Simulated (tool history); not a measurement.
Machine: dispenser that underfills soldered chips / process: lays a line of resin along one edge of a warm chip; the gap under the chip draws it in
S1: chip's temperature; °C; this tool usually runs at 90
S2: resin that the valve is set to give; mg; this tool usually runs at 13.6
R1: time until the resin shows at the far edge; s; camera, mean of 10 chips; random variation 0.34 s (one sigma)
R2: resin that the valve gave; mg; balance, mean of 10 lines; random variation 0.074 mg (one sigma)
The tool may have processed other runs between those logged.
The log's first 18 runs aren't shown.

{"run": 19, "hour": 104.7, "S1": 87, "S2": 17.3, "R1": 32.2, "R2": 16.46}
{"hour": 109.2, "done": "new syringe of resin"}
{"run": 20, "hour": 111.6, "S1": 99, "S2": 12.7, "R1": 11.6, "R2": 12.14}
{"run": 21, "hour": 118.4, "S1": 99, "S2": 12.7, "R1": 18, "R2": 12.03}
{"hour": 125.3, "done": "new syringe of resin"}
{"run": 22, "hour": 125.9, "S1": 88, "S2": 13.9, "R1": 17.5, "R2": 13.34}
{"run": 23, "hour": 132.1, "S1": 93, "S2": 12.3, "R1": 20.6, "R2": 11.66}
{"run": 24, "hour": 140.4, "S1": 93, "S2": 12.3, "R1": 33.2, "R2": 11.6}
{"hour": 141.1, "done": "new syringe of resin"}
{"run": 25, "hour": 147.0, "S1": 86, "S2": 15, "R1": 24.9, "R2": 14.09}
{"run": 26, "hour": 154.0, "S1": 75, "S2": 11.8, "R1": 70.1, "R2": 11.14}
{"hour": 156.9, "done": "new syringe of resin"}
{"run": 27, "hour": 158.2, "S1": 75, "S2": 11.8, "R1": 36.9, "R2": 11.05}
{"run": 28, "hour": 166.5, "S1": 82, "S2": 16.6, "R1": 38, "R2": 15.47}
{"run": 29, "hour": 170.3, "S1": 98, "S2": 13.4, "R1": 23.3, "R2": 12.54}
{"hour": 172.7, "done": "new syringe of resin"}
{"run": 30, "hour": 176.4, "S1": 98, "S2": 13.4, "R1": 13.1, "R2": 12.44}
{"run": 31, "hour": 181.9, "S1": 103, "S2": 12.6, "R1": 15.4, "R2": 11.69}
{"hour": 187.3, "done": "dispensing valve cleaned and set on the balance"}
{"run": 32, "hour": 188.8, "S1": 103, "S2": 12.6, "R1": 20.6, "R2": 12.61}
{"hour": 189.6, "done": "new syringe of resin"}
{"run": 33, "hour": 196.2, "S1": 89, "S2": 13.4, "R1": 23.3, "R2": 13.21}
{"run": 34, "hour": 200.2, "S1": 89, "S2": 13.4, "R1": 29.7, "R2": 13.36}
{"hour": 205.6, "done": "new syringe of resin"}
{"run": 35, "hour": 206.8, "S1": 77, "S2": 17, "R1": 28.5, "R2": 16.88}
{"run": 36, "hour": 212.9, "S1": 95, "S2": 13.6, "R1": 17.8, "R2": 13.43}

Branching from run 36: 3 alternative next runs. What would each branch give?
{"hour": 221.4, "done": "new syringe of resin"}
{"run": "A", "hour": 221.4, "S1": 89, "S2": 11.6, "R1": "?", "R2": "?"}
{"hour": 221.4, "done": "new syringe of resin"}
{"run": "B", "hour": 221.4, "S1": 89, "S2": 11.7, "R1": "?", "R2": "?"}
{"hour": 221.4, "done": "new syringe of resin"}
{"run": "C", "hour": 221.4, "S1": 77, "S2": 12.4, "R1": "?", "R2": "?"}

run=A R1=15.6 R2=11.38
run=B R1=15.9 R2=11.62
run=C R1=27.3 R2=12.14
Without the tool's hidden state the same runs would have given:
run=A R1=17.6 R2=11.56
run=B R1=17.9 R2=11.8
run=C R1=31.1 R2=12.32
